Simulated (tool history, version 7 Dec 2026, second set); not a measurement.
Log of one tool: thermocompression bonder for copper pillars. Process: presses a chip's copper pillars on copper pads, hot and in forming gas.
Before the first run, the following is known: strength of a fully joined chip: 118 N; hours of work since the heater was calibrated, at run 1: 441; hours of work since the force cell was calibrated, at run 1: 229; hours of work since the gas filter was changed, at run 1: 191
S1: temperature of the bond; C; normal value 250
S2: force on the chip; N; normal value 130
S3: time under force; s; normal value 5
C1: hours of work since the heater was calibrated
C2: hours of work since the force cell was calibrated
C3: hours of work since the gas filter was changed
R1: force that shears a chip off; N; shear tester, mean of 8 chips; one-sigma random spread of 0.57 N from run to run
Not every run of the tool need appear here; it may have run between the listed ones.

run     day   S1   S2  S3   C1    C2   C3    R1
  1       0  250  130   5  441   229  191  43.9
  2   1.642  250  130   5  464   251  213  42.2
      2.538  -- forming gas filter changed
  3   3.808  250  130   5  493   281   17  45.4
  4   6.242  250  130   5  526   314   51  44.2
  5   8.983  250  130   5  564   352   89  44.8
  6  11.229  250  130   5  595   383  119    44
  7  13.721  250  130  13  629   417  154  61.7
  8  16.521  250  130  13  668   456  192  61.1
  9  18.754  250   84   5  698   486  223  31.7
     18.938  -- forming gas filter changed
 10  20.538  250  130   4  723   511   22  41.8
 11  21.904  250   87   5  741   529   41    34
 12  23.817  250   87   5  768   556   67  33.3
 13  26.008  250   87   5  798   586   97  33.4
 14  27.962  253  130   5  825   613  124  45.9
 15  30.142  253  130   5  855   643  154  46.2
 16  32.221  234  130   6  883   671  183  38.8
 17  33.421  261  130   5  900   688  199  49.6
     35.454  -- forming gas filter changed
 18  35.825  269  140  12  932   720    5  79.2
 19  37.142  269  140  12  951   738   23  80.1
 20  39.262  269  140  12  980   768   52  79.6
     39.521  -- heater calibrated with a thermocouple chip
 21  42.062  253   94  15   35   805   90  52.9
 22  43.729  258  130   4   58   828  113  43.2
 23  45.483  250  119  10   82   852  137  50.6
 24  48.158  273  123   3  119   889  173  44.8
 25  50.646  273  123   3  153   923  208  43.5
       51.9  -- forming gas filter changed
 26  51.996  251  123   3  171   941    1    34
 27  53.762  250  130   3  195   965   26  34.9
 28  55.058  250   89   4  213   983   43  28.8
 29  57.154  250   89   4  242  1012   72  29.2

What differs in the tool's unlogged condition from the final listed run ahead of each entry between runs to the first listed run following it?
Logged between run 2 and run 3: forming gas filter changed (day 2.538)
  true temperature of the bond over the reading, C: 3.6 -> 3.8; force that reaches the chip, % of what is set: 98.7 -> 98.6; oxide that the forming gas leaves, % of the face: 7.04 -> 1.06
  difference, measured minus the result without the unlogged condition, R1: -1.3 -> +1.6 N
Logged between run 9 and run 10: forming gas filter changed (day 18.938)
  true temperature of the bond over the reading, C: 5.4 -> 5.6; force that reaches the chip, % of what is set: 98 -> 97.9; oxide that the forming gas leaves, % of the face: 7.6 -> 1.44
  difference, measured minus the result without the unlogged condition, R1: -0.3 -> +2.2 N
Logged between run 17 and run 18: forming gas filter changed (day 35.454)
  true temperature of the bond over the reading, C: 6.9 -> 7.1; force that reaches the chip, % of what is set: 97.3 -> 97.2; oxide that the forming gas leaves, % of the face: 7.11 -> 0.71
  difference, measured minus the result without the unlogged condition, R1: -0.2 -> +3.6 N
Logged between run 20 and run 21: heater calibrated with a thermocouple chip (day 39.521)
  true temperature of the bond over the reading, C: 7.5 -> 0.4; force that reaches the chip, % of what is set: 97.1 -> 96.9; oxide that the forming gas leaves, % of the face: 2.22 -> 3.33
  difference, measured minus the result without the unlogged condition, R1: +2.5 -> -2.5 N
Logged between run 25 and run 26: forming gas filter changed (day 51.9)
  true temperature of the bond over the reading, C: 1.3 -> 1.4; oxide that the forming gas leaves, % of the face: 7.13 -> 0.63
  difference, measured minus the result without the unlogged condition, R1: -3.5 -> -0.3 N
